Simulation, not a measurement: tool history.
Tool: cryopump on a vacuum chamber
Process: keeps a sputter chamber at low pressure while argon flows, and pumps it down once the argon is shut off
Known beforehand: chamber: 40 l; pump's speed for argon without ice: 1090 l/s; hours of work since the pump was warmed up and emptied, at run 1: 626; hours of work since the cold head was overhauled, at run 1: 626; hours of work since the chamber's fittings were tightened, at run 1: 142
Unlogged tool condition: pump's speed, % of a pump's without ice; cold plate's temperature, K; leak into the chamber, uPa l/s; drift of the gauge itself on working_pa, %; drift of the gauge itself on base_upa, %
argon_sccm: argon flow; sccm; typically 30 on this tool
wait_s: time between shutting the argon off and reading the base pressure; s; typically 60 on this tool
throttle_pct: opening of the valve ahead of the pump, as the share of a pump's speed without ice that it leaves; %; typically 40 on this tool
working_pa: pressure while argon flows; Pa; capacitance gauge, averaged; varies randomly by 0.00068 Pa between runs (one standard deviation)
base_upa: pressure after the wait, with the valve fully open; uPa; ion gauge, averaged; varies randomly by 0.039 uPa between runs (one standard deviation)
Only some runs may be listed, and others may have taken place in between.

| run | hour | argon_sccm | wait_s | throttle_pct | hours of work since the pump was warmed up and emptied | hours of work since the cold head was overhauled | hours of work since the chamber's fittings were tightened | working_pa | base_upa |
|---|---|---|---|---|---|---|---|---|---|
| 1 | 0.0 | 30 | 60 | 40 | 626 | 626 | 142 | 0.1249 | 2.55 |
| 2 | 18.6 | 30 | 60 | 40 | 641 | 641 | 157 | 0.1241 | 2.55 |
| 3 | 35.5 | 30 | 60 | 40 | 654 | 654 | 170 | 0.1230 | 2.61 |
| 4 | 60.2 | 30 | 60 | 40 | 674 | 674 | 190 | 0.1239 | 2.70 |
| 5 | 76.8 | 30 | 60 | 40 | 687 | 687 | 203 | 0.1238 | 2.62 |
| 6 | 111.5 | 30 | 60 | 40 | 715 | 715 | 230 | 0.1257 | 2.73 |
| 7 | 130.1 | 30 | 60 | 40 | 729 | 729 | 245 | 0.1241 | 2.67 |
| 8 | 148.3 | 16 | 60 | 40 | 744 | 744 | 259 | 0.0661 | 2.68 |
| 9 | 170.3 | 16 | 60 | 40 | 761 | 761 | 277 | 0.0666 | 2.71 |
| 10 | 185.2 | 30 | 49 | 40 | 773 | 773 | 289 | 0.1253 | 3.21 |
| 11 | 216.6 | 30 | 49 | 40 | 798 | 798 | 314 | 0.1258 | 3.25 |
| 12 | 238.5 | 30 | 49 | 40 | 815 | 815 | 331 | 0.1250 | 3.34 |
| 13 | 268.8 | 30 | 49 | 40 | 839 | 839 | 355 | 0.1242 | 3.26 |
| 14 | 285.5 | 27 | 49 | 40 | 853 | 853 | 368 | 0.1131 | 3.29 |
| 15 | 311.4 | 27 | 49 | 40 | 873 | 873 | 389 | 0.1135 | 3.44 |
| 16 | 347.4 | 27 | 49 | 40 | 902 | 902 | 417 | 0.1140 | 3.39 |
|  | 366.9 | pump warmed up, emptied and cooled again |
| 17 | 384.4 | 27 | 49 | 40 | 14 | 927 | 443 | 0.1054 | 3.27 |
| 18 | 402.1 | 30 | 200 | 40 | 28 | 941 | 457 | 0.1168 | 1.42 |
| 19 | 425.8 | 18 | 37 | 38 | 47 | 960 | 475 | 0.0730 | 4.14 |
| 20 | 447.9 | 46 | 29 | 43 | 64 | 977 | 493 | 0.1659 | 5.03 |
| 21 | 469.7 | 16 | 57 | 19 | 81 | 995 | 510 | 0.1302 | 2.89 |
| 22 | 495.4 | 30 | 40 | 21 | 102 | 1015 | 531 | 0.2230 | 3.93 |
| 23 | 527.1 | 12 | 60 | 55 | 127 | 1040 | 556 | 0.0341 | 2.92 |
| 24 | 547.7 | 36 | 21 | 55 | 143 | 1057 | 572 | 0.1033 | 6.74 |
| 25 | 575.0 | 56 | 31 | 18 | 165 | 1078 | 594 | 0.4848 | 4.98 |
| 26 | 607.6 | 56 | 31 | 18 | 191 | 1104 | 620 | 0.4855 | 4.71 |

What if the next run were any one of these 3? Each begins from the tool's condition after run 26:
| A | 643.0 | 13 | 186 | 40 | 219 | 1132 | 648 | ? | ? |
| B | 643.0 | 30 | 56 | 40 | 219 | 1132 | 648 | ? | ? |
| C | 643.0 | 56 | 67 | 54 | 219 | 1132 | 648 | ? | ? |

| run | working_pa | base_upa |
|---|---|---|
| A | 0.0509 | 1.81 |
| B | 0.1184 | 3.21 |
| C | 0.1649 | 2.87 |
Stripped of hidden state, with their random variation kept, the same runs would have yielded:
| run | working_pa | base_upa |
|---|---|---|
| A | 0.0500 | 0.97 |
| B | 0.1164 | 2.40 |
| C | 0.1611 | 2.05 |
